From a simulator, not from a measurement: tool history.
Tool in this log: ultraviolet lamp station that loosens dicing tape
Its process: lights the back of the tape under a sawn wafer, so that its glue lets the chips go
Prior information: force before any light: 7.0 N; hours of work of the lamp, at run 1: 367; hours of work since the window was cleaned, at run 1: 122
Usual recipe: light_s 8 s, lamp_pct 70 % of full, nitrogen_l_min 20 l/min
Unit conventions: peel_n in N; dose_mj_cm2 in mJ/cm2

run   hour  light_s  lamp_pct  nitrogen_l_min  hours of work of the lamp  hours of work since the window was cleaned  peel_n  dose_mj_cm2
  1      0        8        70              20                        367                                         122   1.152          290
  2    7.2        8        82              20                        372                                         127   0.862          334
  3     18        8        70              20                        380                                         135   1.197          286
  4     28        8        71              20                        387                                         142   1.175          281
  5   35.6        8        70              25                        393                                         148   1.126          284
  6   43.4        8        70              20                        399                                         153   1.297          278
  7     53        8        70              20                        406                                         160   1.316          275
  8   60.6        8        70              20                        411                                         166   1.308          274
  9   68.9        8        70              20                        417                                         172   1.338          270
 10     79        8        70              20                        425                                         179   1.343          264
 11   84.6        8        70              20                        429                                         183   1.364          267
 12   89.8        8        70              20                        433                                         187   1.357          266
 13   96.6        8        70              20                        437                                         192   1.339          264
 14  101.8        8        70              20                        441                                         196   1.388          262
 15  107.7        8        83              20                        446                                         200   1.046          308
 16    115       10        70              20                        451                                         206   0.939          324
 17  121.7       10        70              20                        456                                         210   0.996          321
 18  131.8        8        70              20                        463                                         218   1.408          252
 19  137.2        8        70              20                        467                                         222   1.478          251
 20  143.4        8        83              20                        472                                         226   1.105          297
 21  155.1        8        83              20                        480                                         235   1.138          296
 22  164.1        8        83              20                        487                                         241   1.135          290
 23  174.6        7        70              20                        494                                         249   1.866          213
 24  182.4        6        70              25                        500                                         255   2.086          183
 25  192.9        6        70              25                        508                                         263   2.108          182
 26  199.6        6        70              25                        513                                         267   2.166          174
 27  208.5        7        70               6                        519                                         274   3.002          206
 28  215.8        7        70               7                        525                                         279    2.85          203
 29  221.9        6        81              11                        529                                         284    2.52          199
       223  -- window cleaned of glue's vapour
 30  231.1        6        81              11                        535                                           6    2.15          229
 31  241.6        8        97              20                        543                                          14    0.74          361
 32  248.7        6        73               8                        548                                          19    2.84          203
 33  255.2        6        92               8                        553                                          23   2.229          254
 34  266.3        8        70              21                        561                                          32   1.382          256
 35  274.1        9        70               7                        567                                          37   2.077          282
 36  286.1        9        70               7                        576                                          46   2.112          286
 37  296.9        5        92              34                        583                                          54   1.593          204
 38  304.9        7        66              34                        589                                          60   1.693          202
 39  314.1        7        66              34                        596                                          67   1.666          197
 40  325.3        8        93              16                        604                                          75   1.108          316
 41  330.5        8        93              16                        608                                          79   1.151          316
 42  336.1       13        70              40                        612                                          83    0.44          381
 43  341.3        8        89              20                        616                                          86   1.097          301

Hidden state or all else? Some run-to-run changes of peel_n, split into what the settings, what came in and random variation would give without the hidden state, and what is left for the hidden state (with any gauge scatter that isn't in both results):
What the log doesn't record here: lamp's light, % of a new lamp's; light that the window lets through, % of a clean one's; drift of the gauge itself on peel_n, %; drift of the gauge itself on dose_mj_cm2, %.
Run 30 -> 31: light_s 6 -> 8, lamp_pct 81 -> 97, nitrogen_l_min 11 -> 20. peel_n -1.41 N: hidden state -0.552, all else -0.858.
Run 31 -> 32: light_s 8 -> 6, lamp_pct 97 -> 73, nitrogen_l_min 20 -> 8. peel_n +2.1 N: hidden state +0.722, all else +1.378.
Run 33 -> 34: light_s 6 -> 8, lamp_pct 92 -> 70, nitrogen_l_min 8 -> 21. peel_n -0.847 N: hidden state -0.272, all else -0.575.
Run 41 -> 42: light_s 8 -> 13, lamp_pct 93 -> 70, nitrogen_l_min 16 -> 40. peel_n -0.711 N: hidden state -0.493, all else -0.218.
